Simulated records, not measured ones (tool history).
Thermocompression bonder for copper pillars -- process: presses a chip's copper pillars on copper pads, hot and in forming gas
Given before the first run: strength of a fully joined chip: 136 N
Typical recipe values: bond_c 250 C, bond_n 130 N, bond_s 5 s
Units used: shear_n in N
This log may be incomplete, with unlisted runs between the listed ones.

run 1 hour=0 | bond_c=250 bond_n=130 bond_s=5 | shear_n=87.5
run 2 hour=10.4 | bond_c=250 bond_n=130 bond_s=5 | shear_n=88.8
run 3 hour=22.4 | bond_c=250 bond_n=130 bond_s=5 | shear_n=86.9
run 4 hour=32.7 | bond_c=250 bond_n=130 bond_s=5 | shear_n=87.3
run 5 hour=38.9 | bond_c=250 bond_n=130 bond_s=5 | shear_n=86.3
run 6 hour=53 | bond_c=250 bond_n=130 bond_s=5 | shear_n=88.1
run 7 hour=63.1 | bond_c=250 bond_n=130 bond_s=5 | shear_n=86.5
run 8 hour=73.1 | bond_c=250 bond_n=130 bond_s=5 | shear_n=88.3
run 9 hour=81.4 | bond_c=250 bond_n=130 bond_s=5 | shear_n=88.8
run 10 hour=94.9 | bond_c=250 bond_n=130 bond_s=5 | shear_n=88.9
run 11 hour=110 | bond_c=250 bond_n=130 bond_s=5 | shear_n=89
run 12 hour=120.1 | bond_c=250 bond_n=130 bond_s=3 | shear_n=73.9
run 13 hour=126.5 | bond_c=250 bond_n=130 bond_s=3 | shear_n=75.7
run 14 hour=136.4 | bond_c=256 bond_n=130 bond_s=5 | shear_n=94.3
run 15 hour=144.1 | bond_c=256 bond_n=130 bond_s=5 | shear_n=92.6
run 16 hour=159.2 | bond_c=242 bond_n=130 bond_s=5 | shear_n=79.3
run 17 hour=171.2 | bond_c=242 bond_n=130 bond_s=5 | shear_n=78.5
run 18 hour=183.5 | bond_c=250 bond_n=130 bond_s=5 | shear_n=87.2
run 19 hour=193.9 | bond_c=233 bond_n=130 bond_s=5 | shear_n=68.7
run 20 hour=207.2 | bond_c=250 bond_n=130 bond_s=5 | shear_n=88.1
run 21 hour=215.5 | bond_c=250 bond_n=130 bond_s=6 | shear_n=92.4
run 22 hour=223.5 | bond_c=280 bond_n=130 bond_s=5 | shear_n=116.4
run 23 hour=230 | bond_c=280 bond_n=130 bond_s=5 | shear_n=113.4
run 24 hour=237 | bond_c=245 bond_n=142 bond_s=5 | shear_n=89.3
-- hour=246.9 heater calibrated with a thermocouple chip
run 25 hour=247.3 | bond_c=245 bond_n=142 bond_s=5 | shear_n=89.1
run 26 hour=259.4 | bond_c=245 bond_n=142 bond_s=5 | shear_n=87.4
run 27 hour=274 | bond_c=244 bond_n=130 bond_s=5 | shear_n=78.7
run 28 hour=284.6 | bond_c=271 bond_n=130 bond_s=5 | shear_n=108.9
run 29 hour=295 | bond_c=276 bond_n=141 bond_s=3 | shear_n=107.1
run 30 hour=306.7 | bond_c=226 bond_n=141 bond_s=14 | shear_n=91.9
run 31 hour=314.4 | bond_c=226 bond_n=141 bond_s=14 | shear_n=92.8
run 32 hour=326 | bond_c=250 bond_n=141 bond_s=14 | shear_n=113.3
run 33 hour=335.3 | bond_c=256 bond_n=193 bond_s=13 | shear_n=130
-- hour=347.6 forming gas filter changed
run 34 hour=347.6 | bond_c=256 bond_n=193 bond_s=13 | shear_n=131.5
run 35 hour=354.1 | bond_c=240 bond_n=182 bond_s=5 | shear_n=99.6
run 36 hour=366.1 | bond_c=242 bond_n=183 bond_s=5 | shear_n=100.9
run 37 hour=377.4 | bond_c=242 bond_n=183 bond_s=5 | shear_n=105
run 38 hour=384.9 | bond_c=242 bond_n=183 bond_s=7 | shear_n=109.4
run 39 hour=393.4 | bond_c=242 bond_n=183 bond_s=8 | shear_n=112.5
run 40 hour=406.2 | bond_c=239 bond_n=172 bond_s=8 | shear_n=105.8

Consider 3 possible next runs. They are alternatives, not a sequence: every one starts from the tool as it was left by run 40. What does each give?
run A hour=414.2 | bond_c=239 bond_n=154 bond_s=5 | shear_n=?
run B hour=414.2 | bond_c=242 bond_n=107 bond_s=4 | shear_n=?
run C hour=414.2 | bond_c=250 bond_n=91 bond_s=4 | shear_n=?

run=A shear_n=87.2
run=B shear_n=60.8
run=C shear_n=59.8
With the hidden condition removed and each run's random variation left untouched, the same runs would have given:
run=A shear_n=87.3
run=B shear_n=60.8
run=C shear_n=59.8

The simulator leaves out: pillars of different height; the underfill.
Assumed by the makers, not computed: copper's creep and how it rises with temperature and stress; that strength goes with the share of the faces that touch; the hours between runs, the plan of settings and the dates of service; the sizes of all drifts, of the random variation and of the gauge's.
